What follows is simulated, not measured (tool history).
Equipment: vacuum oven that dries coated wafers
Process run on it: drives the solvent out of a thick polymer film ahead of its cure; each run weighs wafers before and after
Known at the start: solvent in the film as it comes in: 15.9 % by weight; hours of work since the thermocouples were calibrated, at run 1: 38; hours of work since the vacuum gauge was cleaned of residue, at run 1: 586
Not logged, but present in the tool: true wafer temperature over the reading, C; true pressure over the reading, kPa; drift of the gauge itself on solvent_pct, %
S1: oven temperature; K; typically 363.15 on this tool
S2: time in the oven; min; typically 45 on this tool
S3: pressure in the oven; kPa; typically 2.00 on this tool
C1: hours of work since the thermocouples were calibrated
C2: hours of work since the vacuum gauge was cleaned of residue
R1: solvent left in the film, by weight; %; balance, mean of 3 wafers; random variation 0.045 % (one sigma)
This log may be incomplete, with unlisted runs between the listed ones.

run,hour,S1,S2,S3,C1,C2,R1
1,0.0,363.15,45,2.00,38,586,3.29
2,20.9,363.15,45,2.00,50,598,3.18
3,33.9,363.15,28,2.00,57,605,5.15
4,56.9,363.15,45,3.75,70,618,4.08
5,81.2,363.15,45,3.75,84,632,3.89
6,110.0,363.15,45,3.75,101,648,3.97
7,129.4,363.15,45,1.18,112,660,2.82
8,148.1,363.15,45,3.06,122,670,3.73
9,175.0,363.15,45,3.06,138,685,3.74
10,198.1,363.15,45,3.06,151,699,3.75
11,217.3,363.15,45,2.00,162,709,3.22
12,245.8,369.15,26,2.96,178,726,3.67
13,258.0,369.15,26,2.96,185,733,3.70
14,271.7,369.15,26,2.96,192,740,3.78
15,294.6,350.15,26,2.96,205,753,10.32
16,318.5,349.15,26,2.35,219,767,10.33
# hour 321.6: vacuum gauge cleaned of residue and calibrated
17,332.0,349.15,26,2.35,226,6,10.27

Expected results for the next run?
18,359.8,349.15,26,2.35,242,22,?

{"run 18": {"R1": 10.33}}
Without the tool's hidden state the same run would have given R1 10.14 %.

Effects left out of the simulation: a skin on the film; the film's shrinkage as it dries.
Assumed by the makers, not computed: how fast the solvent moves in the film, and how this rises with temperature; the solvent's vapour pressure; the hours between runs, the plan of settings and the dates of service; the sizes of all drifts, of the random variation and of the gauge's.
